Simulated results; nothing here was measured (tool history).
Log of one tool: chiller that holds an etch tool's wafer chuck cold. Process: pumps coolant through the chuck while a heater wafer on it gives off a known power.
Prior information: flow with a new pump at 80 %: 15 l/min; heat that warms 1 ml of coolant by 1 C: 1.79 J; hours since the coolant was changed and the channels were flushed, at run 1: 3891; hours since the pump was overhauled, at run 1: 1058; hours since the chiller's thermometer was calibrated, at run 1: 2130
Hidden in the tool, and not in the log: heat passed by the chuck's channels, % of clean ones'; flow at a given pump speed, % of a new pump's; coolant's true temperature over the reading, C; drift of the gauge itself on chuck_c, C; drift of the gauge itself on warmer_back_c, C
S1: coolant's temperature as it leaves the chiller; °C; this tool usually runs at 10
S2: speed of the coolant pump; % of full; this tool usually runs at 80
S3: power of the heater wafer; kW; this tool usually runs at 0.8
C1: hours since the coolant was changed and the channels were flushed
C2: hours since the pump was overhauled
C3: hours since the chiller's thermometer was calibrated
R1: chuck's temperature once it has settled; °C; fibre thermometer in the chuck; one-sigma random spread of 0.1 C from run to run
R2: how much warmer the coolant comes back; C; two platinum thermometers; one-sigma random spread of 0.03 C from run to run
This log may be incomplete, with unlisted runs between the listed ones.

run     day  S1  S2     S3    C1    C2    C3    R1    R2
  1       0  10  80    0.8  3891  1058  2130  15.5  1.79
  2   1.362  10  80    0.8  3924  1091  2162  15.4  1.74
  3   2.438  10  80    0.8  3950  1117  2188  15.6   1.8
  4   4.012  10  90    0.8  3988  1155  2226    15  1.57
  5   5.883  10  90    0.8  4033  1199  2271    15  1.61
  6   7.154  10  90  0.547  4063  1230  2301  13.6  1.12
  7   8.429  10  90  0.547  4094  1261  2332  13.3  1.14
  8   9.733  18  80    0.8  4125  1292  2363  23.6  1.82
  9  11.862  18  80    0.8  4176  1343  2414  23.4  1.82
 10  12.938  18  80    0.8  4202  1369  2440  23.5  1.92
 11  14.608   9  80    0.8  4242  1409  2480  14.5  1.86
 12  17.162  10  80  1.085  4303  1470  2541  17.5  2.55
 13  18.629  10  80  1.085  4339  1505  2577  17.4  2.56
 14  20.762  10  80  1.085  4390  1557  2628  17.5  2.55
 15  22.692  10  71   0.66  4436  1603  2674    15  1.81
 16  24.379  10  71   0.66  4476  1643  2715    15  1.81
 17  26.154  12  72  0.419  4519  1686  2757  15.1  1.21
 18  28.417  15  84   1.13  4573  1740  2812  22.4  2.58
 19  29.796  12  93  0.532  4607  1773  2845  15.2  1.18
     31.758  -- chiller's thermometer calibrated
 20  32.388  12  93  0.532  4668  1835    15  15.1  1.22
 21  34.717  15  88  0.468  4724  1891    71  18.1  1.13
 22  36.933  15  88  0.468  4777  1944   124  17.9  1.13
 23  38.108  15  97  0.889  4805  1972   152  20.3  1.83
 24   39.55   2  81  1.158  4840  2007   187    10  2.71
 25  41.562   2  81  1.158  4888  2055   235   9.9  2.82
 26  43.333   2  98  1.158  4930  2097   278   8.8  2.33

Each row is a separate what-if for the run after 26, all from the same tool condition, not one after another. Results?
  A  45.567   3  83   0.65  4984  2151  331   ?   ?
  B  45.567   7  68  0.591  4984  2151  331   ?   ?
  C  45.567  12  75  0.767  4984  2151  331   ?   ?

run    R1    R2
  A   7.4  1.62
  B  11.7  1.82
  C  17.6   2.1
The same runs, with their run-to-run variation unchanged, on a tool lacking any hidden condition would have given:
run    R1    R2
  A   7.4  1.37
  B  11.7  1.57
  C  17.6  1.85

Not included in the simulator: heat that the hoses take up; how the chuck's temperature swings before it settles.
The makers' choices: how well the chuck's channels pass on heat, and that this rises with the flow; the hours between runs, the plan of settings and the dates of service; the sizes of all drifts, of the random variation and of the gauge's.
